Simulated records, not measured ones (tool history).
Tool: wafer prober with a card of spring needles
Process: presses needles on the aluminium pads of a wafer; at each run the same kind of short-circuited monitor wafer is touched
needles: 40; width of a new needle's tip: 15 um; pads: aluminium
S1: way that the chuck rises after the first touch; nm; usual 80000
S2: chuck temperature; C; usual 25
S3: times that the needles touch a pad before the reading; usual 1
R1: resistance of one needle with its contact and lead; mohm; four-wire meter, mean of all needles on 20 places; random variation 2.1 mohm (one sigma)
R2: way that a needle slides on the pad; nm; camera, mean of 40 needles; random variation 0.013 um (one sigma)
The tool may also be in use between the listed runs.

run 1 hour=0 | S1=80000 S2=25 S3=1 | R1=298 R2=11340
-- hour=8.7 tips cleaned on abrasive film
run 2 hour=25.2 | S1=80000 S2=25 S3=1 | R1=296 R2=11360
-- hour=36.2 tips cleaned on abrasive film
-- hour=66.7 tips cleaned on abrasive film
run 3 hour=73.9 | S1=80000 S2=37 S3=1 | R1=283 R2=11330
-- hour=86.9 height of the first contact set anew
-- hour=94.9 tips cleaned on abrasive film
-- hour=122.9 tips cleaned on abrasive film
run 4 hour=130.9 | S1=80000 S2=28 S3=1 | R1=291 R2=11280
-- hour=152.9 tips cleaned on abrasive film
run 5 hour=158.9 | S1=80000 S2=28 S3=1 | R1=284 R2=11270
-- hour=181.4 tips cleaned on abrasive film
run 6 hour=185 | S1=80000 S2=27 S3=1 | R1=262 R2=11260
-- hour=208.5 tips cleaned on abrasive film
run 7 hour=216.7 | S1=85000 S2=25 S3=1 | R1=283 R2=11960
-- hour=235.9 tips cleaned on abrasive film
-- hour=262.4 tips cleaned on abrasive film
run 8 hour=272.6 | S1=80000 S2=25 S3=1 | R1=282 R2=11240
-- hour=290 tips cleaned on abrasive film
run 9 hour=310.5 | S1=80000 S2=25 S3=1 | R1=297 R2=11260
-- hour=318.6 tips cleaned on abrasive film
-- hour=346.1 tips cleaned on abrasive film
run 10 hour=363.3 | S1=80000 S2=25 S3=1 | R1=299 R2=11210
-- hour=370.9 height of the first contact set anew, once more
-- hour=375.2 tips cleaned on abrasive film
-- hour=403.7 tips cleaned on abrasive film
run 11 hour=415.9 | S1=61000 S2=25 S3=1 | R1=338 R2=8700
-- hour=431.2 tips cleaned on abrasive film
-- hour=458 tips cleaned on abrasive film
run 12 hour=466.2 | S1=61000 S2=25 S3=1 | R1=324 R2=8670
-- hour=486.2 tips cleaned on abrasive film
run 13 hour=495 | S1=93000 S2=76 S3=2 | R1=262 R2=13210
-- hour=514.8 tips cleaned on abrasive film
run 14 hour=525.2 | S1=71000 S2=25 S3=2 | R1=279 R2=10090
-- hour=545.7 tips cleaned on abrasive film
run 15 hour=569.1 | S1=99000 S2=25 S3=2 | R1=257 R2=14070
-- hour=574.3 tips cleaned on abrasive film
run 16 hour=597.5 | S1=64000 S2=72 S3=1 | R1=343 R2=9070
-- hour=601.2 tips cleaned on abrasive film
-- hour=630.4 tips cleaned on abrasive film
run 17 hour=637.2 | S1=64000 S2=72 S3=1 | R1=316 R2=9060
-- hour=657.6 tips cleaned on abrasive film
run 18 hour=673.8 | S1=76000 S2=67 S3=2 | R1=285 R2=10750

Run 19 comes next. What will it give?
-- hour=686 tips cleaned on abrasive film
-- hour=712.6 tips cleaned on abrasive film
run 19 hour=715.2 | S1=76000 S2=67 S3=2 | R1=? R2=?

Run 19 gave R1 260 mohm, R2 10730 nm.
Without the tool's hidden state the same run would have given R1 239 mohm, R2 10820 nm.
